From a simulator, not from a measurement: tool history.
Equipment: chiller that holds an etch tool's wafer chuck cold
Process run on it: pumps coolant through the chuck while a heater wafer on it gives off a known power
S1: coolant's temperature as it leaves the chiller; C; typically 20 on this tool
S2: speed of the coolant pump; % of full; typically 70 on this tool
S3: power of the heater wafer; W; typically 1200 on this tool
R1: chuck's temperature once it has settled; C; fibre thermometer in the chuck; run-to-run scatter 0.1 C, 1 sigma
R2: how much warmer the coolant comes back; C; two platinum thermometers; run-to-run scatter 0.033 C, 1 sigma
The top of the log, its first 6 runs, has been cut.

run,day,S1,S2,S3,R1,R2
7,20.421,20,70,1200,32.6,4.57
8,22.371,20,70,1200,32.5,4.44
9,26.329,20,70,1046,31,3.96
10,28.983,20,70,852,28.9,3.21
11,31.783,20,70,774,28.1,2.95
12,33.812,20,95,1200,29.9,3.36
13,36.775,15,70,1200,27.6,4.57
14,39.758,15,70,1200,27.5,4.6
15,43.104,15,70,1136,26.9,4.32
16,47.054,15,70,1136,27.2,4.35
17,49.525,15,70,1136,27,4.33
18,52.446,28,70,1613,45.2,6.17
19,56.446,24,88,628,29.5,1.88
20,59.342,20,62,1200,34.1,5.2

The next listed run, before its measurement:
21,63.496,20,86,1017,?,?

Run 21 yielded R1 29.4 C, R2 3.23 C.
Minus the tool's unlogged condition, the same run would have read R1 28.8 C, R2 3.16 C.
